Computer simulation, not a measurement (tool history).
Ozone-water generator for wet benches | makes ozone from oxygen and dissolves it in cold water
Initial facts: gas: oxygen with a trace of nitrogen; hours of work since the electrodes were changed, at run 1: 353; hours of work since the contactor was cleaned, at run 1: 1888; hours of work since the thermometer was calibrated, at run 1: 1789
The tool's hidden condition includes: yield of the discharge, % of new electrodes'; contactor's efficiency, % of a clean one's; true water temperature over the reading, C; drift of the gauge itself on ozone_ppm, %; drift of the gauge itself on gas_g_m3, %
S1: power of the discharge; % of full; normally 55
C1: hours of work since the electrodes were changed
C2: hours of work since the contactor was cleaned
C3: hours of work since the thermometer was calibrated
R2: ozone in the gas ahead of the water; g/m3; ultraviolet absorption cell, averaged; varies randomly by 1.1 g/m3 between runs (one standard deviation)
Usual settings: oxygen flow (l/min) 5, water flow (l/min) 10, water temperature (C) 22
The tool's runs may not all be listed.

Run 1, day 0: usual settings; C1 353; C2 1888; C3 1789. Result: dissolved ozone (ppm) 27.1, R2 204.1 g/m3.
Run 2, day 0.733: usual settings; C1 371; C2 1905; C3 1806. Result: dissolved ozone (ppm) 27.1, R2 202.7 g/m3.
Run 3, day 2.125: usual settings; C1 403; C2 1938; C3 1839. Result: dissolved ozone (ppm) 27.1, R2 203.6 g/m3.
Run 4, day 2.754: usual settings; C1 418; C2 1953; C3 1854. Result: dissolved ozone (ppm) 26.9, R2 204 g/m3.
Run 5, day 4.208: usual settings; C1 453; C2 1987; C3 1889. Result: dissolved ozone (ppm) 27.1, R2 204.8 g/m3.
Run 6, day 5.158: usual settings; C1 475; C2 2010; C3 1911. Result: dissolved ozone (ppm) 27.1, R2 202.9 g/m3.
Run 7, day 6.154: usual settings but oxygen flow (l/min) 3.33; C1 499; C2 2033; C3 1934. Result: dissolved ozone (ppm) 26.2, R2 230.7 g/m3.
Run 8, day 7.279: usual settings but oxygen flow (l/min) 3.33; C1 525; C2 2060; C3 1961. Result: dissolved ozone (ppm) 26.1, R2 230.6 g/m3.
Run 9, day 8.429: usual settings but oxygen flow (l/min) 3.95; C1 552; C2 2087; C3 1988. Result: dissolved ozone (ppm) 26.5, R2 218.4 g/m3.
Run 10, day 9.688: usual settings but water temperature (C) 14; C1 582; C2 2117; C3 2018. Result: dissolved ozone (ppm) 31.9, R2 200.1 g/m3.
Run 11, day 10.629: usual settings but oxygen flow (l/min) 3.67, water flow (l/min) 8; C1 604; C2 2139; C3 2040. Result: dissolved ozone (ppm) 30.6, R2 224.1 g/m3.
Run 12, day 11.812: usual settings but S1 47 % of full, oxygen flow (l/min) 3.25, water flow (l/min) 8, water temperature (C) 26; C1 632; C2 2167; C3 2068. Result: dissolved ozone (ppm) 24.3, R2 200.4 g/m3.
Run 13, day 12.542: usual settings but S1 42 % of full, oxygen flow (l/min) 4.46, water temperature (C) 24; C1 650; C2 2184; C3 2085. Result: dissolved ozone (ppm) 20, R2 164.5 g/m3.
Run 14, day 13.162: usual settings but S1 81 % of full, oxygen flow (l/min) 4.46, water flow (l/min) 14, water temperature (C) 24; C1 664; C2 2199; C3 2100. Result: dissolved ozone (ppm) 29.2, R2 301.8 g/m3.
Run 15, day 14.517: usual settings but S1 64 % of full, oxygen flow (l/min) 2.8, water flow (l/min) 7; C1 696; C2 2231; C3 2132. Result: dissolved ozone (ppm) 37.4, R2 276.6 g/m3.
Run 16, day 15.146: usual settings but oxygen flow (l/min) 8.56, water flow (l/min) 11, water temperature (C) 17; C1 711; C2 2246; C3 2147. Result: dissolved ozone (ppm) 28.5, R2 173.1 g/m3.
Run 17, day 16.642: usual settings but oxygen flow (l/min) 5.6, water flow (l/min) 11, water temperature (C) 14; C1 747; C2 2281; C3 2182. Result: dissolved ozone (ppm) 29.3, R2 194.6 g/m3.
Run 18, day 17.871: usual settings but S1 79 % of full, oxygen flow (l/min) 8.49, water flow (l/min) 14, water temperature (C) 21; C1 776; C2 2310; C3 2211. Result: dissolved ozone (ppm) 30.9, R2 241.7 g/m3.
Run 19, day 18.546: usual settings but S1 79 % of full, oxygen flow (l/min) 4.06, water flow (l/min) 12, water temperature (C) 17; C1 792; C2 2326; C3 2227. Result: dissolved ozone (ppm) 35, R2 303.5 g/m3.

Consider 5 possible next runs. They are alternatives, not a sequence: every one starts from the tool as it was left by run 19. What does each give?
Run A, day 19.512: usual settings but oxygen flow (l/min) 5.51, water temperature (C) 16; C1 814; C2 2349; C3 2250. Result: dissolved ozone (ppm) ?, R2 ?.
Run B, day 19.512: usual settings but S1 51 % of full, water flow (l/min) 8; C1 814; C2 2349; C3 2250. Result: dissolved ozone (ppm) ?, R2 ?.
Run C, day 19.512: usual settings but S1 79 % of full, water flow (l/min) 12, water temperature (C) 17; C1 814; C2 2349; C3 2250. Result: dissolved ozone (ppm) ?, R2 ?.
Run D, day 19.512: usual settings but oxygen flow (l/min) 8.91, water temperature (C) 28; C1 814; C2 2349; C3 2250. Result: dissolved ozone (ppm) ?, R2 ?.
Run E, day 19.512: usual settings but water temperature (C) 27; C1 814; C2 2349; C3 2250. Result: dissolved ozone (ppm) ?, R2 ?.

run  dissolved ozone (ppm)     R2
  A                   30.4  196.3
  B                   28.7    186
  C                   35.8  281.6
  D                   22.6  168.1
  E                   24.2  200.3
With the hidden condition removed and each run's random variation left untouched, the same runs would have given:
run  dissolved ozone (ppm)     R2
  A                   32.3  199.6
  B                   30.3  188.9
  C                   38.4  288.3
  D                     24  170.9
  E                   25.7  203.7
